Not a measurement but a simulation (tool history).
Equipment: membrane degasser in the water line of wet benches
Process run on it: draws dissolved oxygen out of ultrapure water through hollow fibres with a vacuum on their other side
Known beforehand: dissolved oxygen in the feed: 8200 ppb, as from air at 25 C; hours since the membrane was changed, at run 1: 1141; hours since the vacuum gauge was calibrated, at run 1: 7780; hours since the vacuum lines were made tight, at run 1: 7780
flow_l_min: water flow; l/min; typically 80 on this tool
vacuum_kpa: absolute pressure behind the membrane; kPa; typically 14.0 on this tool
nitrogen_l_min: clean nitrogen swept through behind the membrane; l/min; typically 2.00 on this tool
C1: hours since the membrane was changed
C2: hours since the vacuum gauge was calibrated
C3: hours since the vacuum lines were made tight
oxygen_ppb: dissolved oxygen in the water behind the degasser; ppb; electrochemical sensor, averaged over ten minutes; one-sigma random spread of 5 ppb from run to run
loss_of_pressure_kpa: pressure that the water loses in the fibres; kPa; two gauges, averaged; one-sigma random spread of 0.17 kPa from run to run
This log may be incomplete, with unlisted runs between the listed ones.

{"run": 1, "hour": 0.0, "flow_l_min": 80, "vacuum_kpa": 14.0, "nitrogen_l_min": 2.0, "C1": 1141, "C2": 7780, "C3": 7780, "oxygen_ppb": 864.1, "loss_of_pressure_kpa": 27.42}
{"run": 2, "hour": 131.0, "flow_l_min": 80, "vacuum_kpa": 14.0, "nitrogen_l_min": 2.0, "C1": 1272, "C2": 7911, "C3": 7911, "oxygen_ppb": 873.1, "loss_of_pressure_kpa": 27.78}
{"run": 3, "hour": 275.8, "flow_l_min": 80, "vacuum_kpa": 14.0, "nitrogen_l_min": 2.35, "C1": 1417, "C2": 8056, "C3": 8056, "oxygen_ppb": 781.3, "loss_of_pressure_kpa": 27.79}
{"run": 4, "hour": 412.8, "flow_l_min": 80, "vacuum_kpa": 14.0, "nitrogen_l_min": 2.87, "C1": 1554, "C2": 8193, "C3": 8193, "oxygen_ppb": 673.3, "loss_of_pressure_kpa": 27.84}
{"hour": 488.9, "done": "seals of the vacuum lines changed"}
{"run": 5, "hour": 542.9, "flow_l_min": 80, "vacuum_kpa": 14.0, "nitrogen_l_min": 2.0, "C1": 1682, "C2": 8321, "C3": 54, "oxygen_ppb": 874.6, "loss_of_pressure_kpa": 27.48}
{"run": 6, "hour": 619.0, "flow_l_min": 80, "vacuum_kpa": 14.0, "nitrogen_l_min": 2.0, "C1": 1758, "C2": 8397, "C3": 130, "oxygen_ppb": 871.1, "loss_of_pressure_kpa": 27.47}
{"hour": 630.4, "done": "vacuum gauge calibrated"}
{"run": 7, "hour": 758.5, "flow_l_min": 80, "vacuum_kpa": 14.0, "nitrogen_l_min": 2.0, "C1": 1897, "C2": 128, "C3": 269, "oxygen_ppb": 834.6, "loss_of_pressure_kpa": 27.77}
{"run": 8, "hour": 862.1, "flow_l_min": 80, "vacuum_kpa": 14.0, "nitrogen_l_min": 2.0, "C1": 2000, "C2": 232, "C3": 373, "oxygen_ppb": 832.9, "loss_of_pressure_kpa": 27.65}
{"run": 9, "hour": 1007.3, "flow_l_min": 80, "vacuum_kpa": 14.0, "nitrogen_l_min": 2.0, "C1": 2146, "C2": 377, "C3": 518, "oxygen_ppb": 840.1, "loss_of_pressure_kpa": 27.64}
{"run": 10, "hour": 1124.7, "flow_l_min": 81, "vacuum_kpa": 32.8, "nitrogen_l_min": 2.0, "C1": 2263, "C2": 494, "C3": 635, "oxygen_ppb": 1961.4, "loss_of_pressure_kpa": 28.18}
{"run": 11, "hour": 1269.8, "flow_l_min": 80, "vacuum_kpa": 20.3, "nitrogen_l_min": 3.89, "C1": 2408, "C2": 639, "C3": 780, "oxygen_ppb": 767.0, "loss_of_pressure_kpa": 27.85}
{"run": 12, "hour": 1395.0, "flow_l_min": 80, "vacuum_kpa": 20.3, "nitrogen_l_min": 3.89, "C1": 2533, "C2": 765, "C3": 906, "oxygen_ppb": 766.2, "loss_of_pressure_kpa": 27.98}
{"run": 13, "hour": 1475.0, "flow_l_min": 80, "vacuum_kpa": 20.3, "nitrogen_l_min": 3.89, "C1": 2613, "C2": 845, "C3": 986, "oxygen_ppb": 763.3, "loss_of_pressure_kpa": 27.85}
{"run": 14, "hour": 1606.0, "flow_l_min": 80, "vacuum_kpa": 18.6, "nitrogen_l_min": 2.94, "C1": 2744, "C2": 976, "C3": 1117, "oxygen_ppb": 857.9, "loss_of_pressure_kpa": 27.72}
{"run": 15, "hour": 1685.5, "flow_l_min": 123, "vacuum_kpa": 16.6, "nitrogen_l_min": 2.0, "C1": 2824, "C2": 1055, "C3": 1196, "oxygen_ppb": 1426.8, "loss_of_pressure_kpa": 42.67}
{"run": 16, "hour": 1828.7, "flow_l_min": 123, "vacuum_kpa": 16.6, "nitrogen_l_min": 2.0, "C1": 2967, "C2": 1198, "C3": 1339, "oxygen_ppb": 1413.6, "loss_of_pressure_kpa": 42.48}
{"run": 17, "hour": 1891.9, "flow_l_min": 79, "vacuum_kpa": 14.0, "nitrogen_l_min": 1.96, "C1": 3030, "C2": 1261, "C3": 1403, "oxygen_ppb": 838.1, "loss_of_pressure_kpa": 27.48}

For each entry between runs, how does the tool's hidden state at the last listed run before it compare with that at the first listed run after it?
Run 4 -> run 5: seals of the vacuum lines changed (hour 488.9)
  true pressure behind the membrane over the reading, kPa: 0.5 -> 0.51; air that leaks in behind the membrane, l/min: 0.0378 -> 0.0032
  what was measured, less what the result would be without the hidden state, oxygen_ppb: +30.3 -> +35.7 ppb; loss_of_pressure_kpa: +0.16 -> +0.17 kPa
Run 6 -> run 7: vacuum gauge calibrated (hour 630.4)
  true pressure behind the membrane over the reading, kPa: 0.52 -> 0; air that leaks in behind the membrane, l/min: 0.0035 -> 0.004
  what was measured, less what the result would be without the hidden state, oxygen_ppb: +36.0 -> +1.3 ppb; loss_of_pressure_kpa: +0.18 -> +0.20 kPa

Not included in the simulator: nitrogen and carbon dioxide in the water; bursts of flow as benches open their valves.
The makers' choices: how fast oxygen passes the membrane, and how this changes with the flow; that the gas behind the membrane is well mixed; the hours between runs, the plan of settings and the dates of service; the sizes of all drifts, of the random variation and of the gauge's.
